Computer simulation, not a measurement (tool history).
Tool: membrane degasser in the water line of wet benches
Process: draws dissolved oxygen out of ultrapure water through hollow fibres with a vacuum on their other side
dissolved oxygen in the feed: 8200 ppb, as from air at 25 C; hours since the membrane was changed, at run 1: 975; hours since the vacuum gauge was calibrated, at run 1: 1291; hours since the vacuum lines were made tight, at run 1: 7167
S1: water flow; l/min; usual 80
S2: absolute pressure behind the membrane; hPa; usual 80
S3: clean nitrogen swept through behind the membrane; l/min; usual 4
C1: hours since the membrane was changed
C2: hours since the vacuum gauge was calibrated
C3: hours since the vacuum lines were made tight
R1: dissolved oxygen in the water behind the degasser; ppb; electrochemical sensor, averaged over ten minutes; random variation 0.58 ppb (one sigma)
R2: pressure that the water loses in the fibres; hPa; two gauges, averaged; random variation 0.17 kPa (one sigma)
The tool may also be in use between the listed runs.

| run | hour | S1 | S2 | S3 | C1 | C2 | C3 | R1 | R2 |
|---|---|---|---|---|---|---|---|---|---|
| 1 | 0 | 80 | 80 | 4 | 975 | 1291 | 7167 | 212.6 | 276.2 |
| 2 | 22.5 | 80 | 80 | 4 | 998 | 1314 | 7190 | 213.8 | 282.2 |
| 3 | 51.9 | 80 | 80 | 4 | 1027 | 1343 | 7219 | 212.4 | 277.7 |
| 4 | 90.9 | 80 | 80 | 4 | 1066 | 1382 | 7258 | 212.3 | 282 |
| 5 | 130.2 | 80 | 80 | 4 | 1105 | 1421 | 7297 | 212.6 | 281.7 |
| 6 | 167.6 | 80 | 80 | 4 | 1143 | 1459 | 7335 | 212.5 | 278.9 |
| 7 | 213.5 | 80 | 66.5 | 4 | 1189 | 1505 | 7381 | 154.7 | 280.6 |
| 8 | 243.3 | 80 | 80 | 4 | 1218 | 1534 | 7410 | 212.3 | 277.9 |
| 9 | 279.4 | 80 | 80 | 4 | 1255 | 1571 | 7446 | 212.7 | 279.4 |
| 10 | 314 | 80 | 80 | 4 | 1289 | 1605 | 7481 | 212.9 | 280.4 |
| 11 | 346.6 | 80 | 80 | 4 | 1322 | 1638 | 7514 | 213.4 | 277.7 |
| 12 | 382 | 80 | 80 | 4 | 1357 | 1673 | 7549 | 213.8 | 277.4 |
| 13 | 422.9 | 80 | 80 | 4 | 1398 | 1714 | 7590 | 213 | 279.7 |
| 14 | 450.7 | 80 | 93.8 | 4 | 1426 | 1742 | 7618 | 272.5 | 277 |
| 15 | 498.7 | 80 | 72.6 | 4 | 1474 | 1790 | 7666 | 181.3 | 275.6 |
| 16 | 544.5 | 80 | 72.6 | 4 | 1520 | 1836 | 7711 | 181.4 | 279.6 |
| 17 | 578.3 | 65 | 80 | 2.28 | 1553 | 1869 | 7745 | 286.8 | 224.7 |
| 18 | 623.9 | 80 | 70.5 | 4 | 1599 | 1915 | 7791 | 172.5 | 279.8 |
| 19 | 645.6 | 56 | 94.4 | 7.08 | 1621 | 1937 | 7813 | 118.1 | 192.9 |
| 20 | 688.7 | 111 | 49.7 | 4 | 1664 | 1980 | 7856 | 116.8 | 383.3 |
| 21 | 733.9 | 126 | 153.1 | 6.2 | 1709 | 2025 | 7901 | 535.5 | 440 |
| 22 | 757.6 | 65 | 71.1 | 2.01 | 1733 | 2049 | 7925 | 259.7 | 226.9 |
| 23 | 778.2 | 65 | 71.1 | 2.01 | 1753 | 2069 | 7945 | 258.9 | 224.7 |
| 24 | 805.6 | 61 | 74.5 | 6.67 | 1781 | 2097 | 7973 | 93.3 | 213.4 |
| 25 | 839.7 | 61 | 74.5 | 5.26 | 1815 | 2131 | 8007 | 116.1 | 214.1 |
| 26 | 872.4 | 80 | 118.9 | 7.44 | 1848 | 2164 | 8039 | 218.7 | 282 |
| 27 | 899.4 | 63 | 79.3 | 1.61 | 1875 | 2191 | 8066 | 362.6 | 220.3 |
| 28 | 928.8 | 64 | 80 | 4 | 1904 | 2220 | 8096 | 174.9 | 221.4 |
| 29 | 974.9 | 51 | 56.1 | 3.56 | 1950 | 2266 | 8142 | 80.5 | 175.6 |
| 30 | 1003.5 | 56 | 58.2 | 9.85 | 1979 | 2295 | 8171 | 37.3 | 195.1 |
| 31 | 1043.4 | 56 | 58.2 | 9.85 | 2019 | 2335 | 8210 | 36.8 | 195.7 |

Forecast each of these 5 alternatives for the next run:
| A | 1066.4 | 89 | 58.2 | 9.85 | 2042 | 2358 | 8233 | ? | ? |
| B | 1066.4 | 49 | 80 | 4 | 2042 | 2358 | 8233 | ? | ? |
| C | 1066.4 | 86 | 141.6 | 10.31 | 2042 | 2358 | 8233 | ? | ? |
| D | 1066.4 | 66 | 58.2 | 9.56 | 2042 | 2358 | 8233 | ? | ? |
| E | 1066.4 | 96 | 79.6 | 9.57 | 2042 | 2358 | 8233 | ? | ? |

| run | R1 | R2 |
|---|---|---|
| A | 60.7 | 310.8 |
| B | 137.5 | 171.3 |
| C | 217.2 | 300.2 |
| D | 44.7 | 232.3 |
| E | 118.2 | 336 |
Without the tool's hidden state the same runs would have given:
| run | R1 | R2 |
|---|---|---|
| A | 59.5 | 308.9 |
| B | 135.3 | 170.2 |
| C | 215.1 | 298.4 |
| D | 43.7 | 230.9 |
| E | 116.6 | 333.9 |
